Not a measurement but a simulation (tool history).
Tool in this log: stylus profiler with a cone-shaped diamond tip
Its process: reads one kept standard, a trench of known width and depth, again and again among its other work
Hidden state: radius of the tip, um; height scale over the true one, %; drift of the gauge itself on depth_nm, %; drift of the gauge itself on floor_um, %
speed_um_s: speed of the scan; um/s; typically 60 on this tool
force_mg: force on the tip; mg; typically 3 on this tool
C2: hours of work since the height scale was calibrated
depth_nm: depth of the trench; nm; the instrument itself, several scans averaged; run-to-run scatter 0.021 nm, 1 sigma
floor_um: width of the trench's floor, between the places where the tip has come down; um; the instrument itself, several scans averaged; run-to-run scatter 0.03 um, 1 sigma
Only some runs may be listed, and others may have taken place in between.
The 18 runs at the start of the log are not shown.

Run 19, hour 512.7: usual settings but speed_um_s 43 um/s, force_mg 7.84 mg; scans with this tip 8945; C2 1077. Result: depth_nm 102.26 nm, floor_um 46.83 um.
Run 20, hour 533.2: usual settings but speed_um_s 236 um/s, force_mg 1.74 mg; scans with this tip 9076; C2 1092. Result: depth_nm 101.12 nm, floor_um 45.37 um.
Run 21, hour 570.2: usual settings but speed_um_s 236 um/s, force_mg 1.74 mg; scans with this tip 9314; C2 1121. Result: depth_nm 101.1 nm, floor_um 45.36 um.
At hour 596.3: height scale calibrated on a step standard.
Run 22, hour 608.1: usual settings but speed_um_s 236 um/s, force_mg 1.74 mg; scans with this tip 9554; C2 9. Result: depth_nm 100.71 nm, floor_um 45.39 um.
Run 23, hour 625.3: usual settings but speed_um_s 236 um/s, force_mg 1.74 mg; scans with this tip 9665; C2 22. Result: depth_nm 100.65 nm, floor_um 45.3 um.
Run 24, hour 654.3: usual settings but speed_um_s 19 um/s, force_mg 1.21 mg; scans with this tip 9851; C2 45. Result: depth_nm 100.56 nm, floor_um 46.72 um.
Run 25, hour 687.2: usual settings but force_mg 2.34 mg; scans with this tip 10062; C2 70. Result: depth_nm 100.87 nm, floor_um 46.53 um.
Run 26, hour 711.3: usual settings but force_mg 2.34 mg; scans with this tip 10217; C2 89. Result: depth_nm 100.85 nm, floor_um 46.47 um.
Run 27, hour 738.9: usual settings but speed_um_s 65 um/s, force_mg 2.34 mg; scans with this tip 10394; C2 110. Result: depth_nm 100.85 nm, floor_um 46.47 um.
At hour 768.8: new tip fitted, height scale calibrated.
Run 28, hour 777: usual settings but speed_um_s 43 um/s, force_mg 1.19 mg; scans with this tip 52; C2 6. Result: depth_nm 100.55 nm, floor_um 47.68 um.
Run 29, hour 812.1: usual settings but speed_um_s 43 um/s, force_mg 1.19 mg; scans with this tip 277; C2 33. Result: depth_nm 100.47 nm, floor_um 47.61 um.
Run 30, hour 830.9: usual settings but speed_um_s 43 um/s, force_mg 1.19 mg; scans with this tip 398; C2 48. Result: depth_nm 100.51 nm, floor_um 47.64 um.
Run 31, hour 857.4: usual settings but speed_um_s 79 um/s, force_mg 1.95 mg; scans with this tip 569; C2 69. Result: depth_nm 100.76 nm, floor_um 47.38 um.
Run 32, hour 896.1: usual settings but speed_um_s 33 um/s, force_mg 1.25 mg; scans with this tip 817; C2 98. Result: depth_nm 100.5 nm, floor_um 47.68 um.
Run 33, hour 922.4: usual settings but speed_um_s 33 um/s, force_mg 4.31 mg; scans with this tip 986; C2 119. Result: depth_nm 101.26 nm, floor_um 47.72 um.

What if the next run were any one of these 4? Each begins from the tool's condition after run 33:
Run A, hour 960.9: usual settings but speed_um_s 33 um/s, force_mg 1.12 mg; scans with this tip 1234; C2 149. Result: depth_nm ?, floor_um ?.
Run B, hour 960.9: usual settings but speed_um_s 75 um/s, force_mg 1.65 mg; scans with this tip 1234; C2 149. Result: depth_nm ?, floor_um ?.
Run C, hour 960.9: usual settings but speed_um_s 162 um/s, force_mg 1.25 mg; scans with this tip 1234; C2 149. Result: depth_nm ?, floor_um ?.
Run D, hour 960.9: usual settings but speed_um_s 68 um/s, force_mg 8.83 mg; scans with this tip 1234; C2 149. Result: depth_nm ?, floor_um ?.

run  depth_nm  floor_um
  A    100.54     47.58
  B    100.69     47.29
  C    100.52     46.58
  D    102.03     47.64
With the hidden condition removed and each run's random variation left untouched, the same runs would have given:
run  depth_nm  floor_um
  A    100.51     47.76
  B    100.66     47.46
  C     100.5     46.76
  D       102     47.81

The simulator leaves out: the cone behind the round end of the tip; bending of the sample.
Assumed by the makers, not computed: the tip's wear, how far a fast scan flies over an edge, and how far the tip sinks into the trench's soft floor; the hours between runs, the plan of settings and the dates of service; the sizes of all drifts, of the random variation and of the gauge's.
